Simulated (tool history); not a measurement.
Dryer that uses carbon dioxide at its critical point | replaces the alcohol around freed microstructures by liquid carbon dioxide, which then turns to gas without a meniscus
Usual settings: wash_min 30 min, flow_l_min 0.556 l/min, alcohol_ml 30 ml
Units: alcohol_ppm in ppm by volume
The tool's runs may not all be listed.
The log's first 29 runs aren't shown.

| run | hour | wash_min | flow_l_min | alcohol_ml | hours of work since the filter was changed | hours of work since the purifier's bed was changed | alcohol_ppm |
|---|---|---|---|---|---|---|---|
| 30 | 645.4 | 30 | 0.441 | 74 | 254 | 651 | 230 |
| 31 | 661.9 | 45 | 0.904 | 80 | 263 | 660 | 97 |
|  | 664.9 | inlet filter changed |
| 32 | 686.7 | 45 | 0.904 | 80 | 12 | 673 | 102 |
| 33 | 706.2 | 36 | 0.556 | 30 | 23 | 684 | 104 |
| 34 | 726.5 | 36 | 0.365 | 30 | 34 | 696 | 135 |
| 35 | 744.6 | 36 | 0.365 | 30 | 45 | 706 | 142 |
| 36 | 767.2 | 36 | 0.365 | 30 | 57 | 718 | 141 |
| 37 | 798.7 | 23 | 0.42 | 30 | 75 | 736 | 299 |
| 38 | 820.3 | 27 | 0.435 | 60 | 87 | 748 | 252 |
| 39 | 849.6 | 27 | 0.435 | 60 | 103 | 765 | 269 |
| 40 | 881.9 | 27 | 0.435 | 60 | 122 | 783 | 273 |
| 41 | 911.6 | 37 | 0.556 | 30 | 138 | 799 | 115 |
| 42 | 930.3 | 36 | 0.556 | 101 | 149 | 810 | 121 |
| 43 | 945.5 | 36 | 0.556 | 101 | 157 | 818 | 129 |
| 44 | 968.9 | 30 | 0.688 | 30 | 170 | 831 | 123 |
| 45 | 998.5 | 42 | 0.427 | 112 | 187 | 848 | 151 |
| 46 | 1021.9 | 19 | 0.767 | 28 | 200 | 861 | 151 |

Forecast each of these 5 alternatives for the next run:
| A | 1047.2 | 19 | 0.767 | 53 | 214 | 875 | ? |
| B | 1047.2 | 38 | 0.503 | 80 | 214 | 875 | ? |
| C | 1047.2 | 19 | 0.767 | 108 | 214 | 875 | ? |
| D | 1047.2 | 34 | 0.937 | 33 | 214 | 875 | ? |
| E | 1047.2 | 42 | 0.556 | 30 | 214 | 875 | ? |

| run | alcohol_ppm |
|---|---|
| A | 181 |
| B | 136 |
| C | 242 |
| D | 122 |
| E | 127 |
Without the tool's hidden state the same runs would have given:
| run | alcohol_ppm |
|---|---|
| A | 42 |
| B | 8 |
| C | 79 |
| D | 0 |
| E | 4 |

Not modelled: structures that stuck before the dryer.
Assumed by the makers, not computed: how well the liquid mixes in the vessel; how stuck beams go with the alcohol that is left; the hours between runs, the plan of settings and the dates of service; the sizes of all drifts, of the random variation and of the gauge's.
